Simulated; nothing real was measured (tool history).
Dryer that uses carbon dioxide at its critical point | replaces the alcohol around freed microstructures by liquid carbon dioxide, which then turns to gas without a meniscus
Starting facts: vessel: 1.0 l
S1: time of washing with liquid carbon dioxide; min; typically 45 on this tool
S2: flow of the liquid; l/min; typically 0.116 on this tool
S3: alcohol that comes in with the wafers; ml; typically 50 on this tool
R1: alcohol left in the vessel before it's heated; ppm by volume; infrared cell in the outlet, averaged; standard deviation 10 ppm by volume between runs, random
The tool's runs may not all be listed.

run 1 hour=0.0 | S1=45 S2=0.116 S3=50 | R1=625
run 2 hour=15.7 | S1=45 S2=0.116 S3=50 | R1=685
run 3 hour=33.0 | S1=45 S2=0.116 S3=50 | R1=715
run 4 hour=59.4 | S1=45 S2=0.116 S3=50 | R1=785
run 5 hour=73.9 | S1=45 S2=0.116 S3=50 | R1=808
run 6 hour=91.3 | S1=45 S2=0.116 S3=28 | R1=492
run 7 hour=118.4 | S1=45 S2=0.116 S3=71 | R1=1284
run 8 hour=137.8 | S1=45 S2=0.116 S3=71 | R1=1356
run 9 hour=162.7 | S1=45 S2=0.116 S3=71 | R1=1437
run 10 hour=183.1 | S1=45 S2=0.109 S3=50 | R1=1404
-- hour=194.8 inlet filter changed
run 11 hour=198.5 | S1=45 S2=0.109 S3=50 | R1=848
run 12 hour=218.6 | S1=45 S2=0.109 S3=50 | R1=900
run 13 hour=242.4 | S1=45 S2=0.109 S3=50 | R1=954
run 14 hour=266.9 | S1=45 S2=0.109 S3=50 | R1=1043
run 15 hour=295.2 | S1=45 S2=0.109 S3=50 | R1=1109
run 16 hour=317.5 | S1=45 S2=0.116 S3=50 | R1=969
run 17 hour=343.9 | S1=45 S2=0.116 S3=50 | R1=1016
run 18 hour=367.1 | S1=45 S2=0.087 S3=50 | R1=2620
run 19 hour=392.8 | S1=45 S2=0.087 S3=50 | R1=2798
-- hour=413.8 inlet filter changed
run 20 hour=416.0 | S1=45 S2=0.116 S3=45 | R1=633
run 21 hour=437.6 | S1=45 S2=0.116 S3=50 | R1=732
run 22 hour=459.3 | S1=45 S2=0.116 S3=50 | R1=770
run 23 hour=484.9 | S1=45 S2=0.116 S3=50 | R1=843
run 24 hour=511.1 | S1=45 S2=0.116 S3=50 | R1=898
run 25 hour=527.2 | S1=45 S2=0.116 S3=50 | R1=944
run 26 hour=551.6 | S1=45 S2=0.116 S3=50 | R1=1011
run 27 hour=577.6 | S1=56 S2=0.116 S3=50 | R1=497
run 28 hour=589.2 | S1=40 S2=0.070 S3=38 | R1=4501
run 29 hour=610.3 | S1=40 S2=0.070 S3=38 | R1=4576
run 30 hour=628.9 | S1=36 S2=0.128 S3=80 | R1=2830
-- hour=632.1 inlet filter changed
run 31 hour=646.0 | S1=28 S2=0.121 S3=108 | R1=6297
run 32 hour=668.7 | S1=42 S2=0.100 S3=44 | R1=1456
run 33 hour=687.7 | S1=42 S2=0.100 S3=30 | R1=1049
run 34 hour=709.0 | S1=42 S2=0.100 S3=30 | R1=1130
run 35 hour=731.1 | S1=40 S2=0.148 S3=30 | R1=442
run 36 hour=757.6 | S1=40 S2=0.148 S3=30 | R1=450
run 37 hour=772.9 | S1=40 S2=0.148 S3=30 | R1=493
run 38 hour=785.1 | S1=34 S2=0.174 S3=66 | R1=944
run 39 hour=803.0 | S1=46 S2=0.113 S3=28 | R1=744
run 40 hour=821.9 | S1=49 S2=0.116 S3=34 | R1=674
run 41 hour=834.4 | S1=38 S2=0.116 S3=50 | R1=2035
-- hour=850.6 inlet filter changed
run 42 hour=850.6 | S1=49 S2=0.123 S3=50 | R1=490
run 43 hour=862.8 | S1=69 S2=0.103 S3=61 | R1=335
run 44 hour=881.2 | S1=50 S2=0.160 S3=50 | R1=251
run 45 hour=897.1 | S1=50 S2=0.146 S3=50 | R1=323
run 46 hour=918.0 | S1=32 S2=0.106 S3=44 | R1=2897
run 47 hour=929.5 | S1=32 S2=0.158 S3=93 | R1=1881

Predict each of these 3 candidate next runs independently; none follows another, all start after run 47:
run A hour=952.7 | S1=47 S2=0.116 S3=50 | R1=?
run B hour=952.7 | S1=49 S2=0.189 S3=36 | R1=?
run C hour=952.7 | S1=47 S2=0.112 S3=57 | R1=?

run=A R1=836
run=B R1=235
run=C R1=1048
Had the tool no hidden state, the same runs would have come out as:
run=A R1=466
run=B R1=20
run=C R1=625
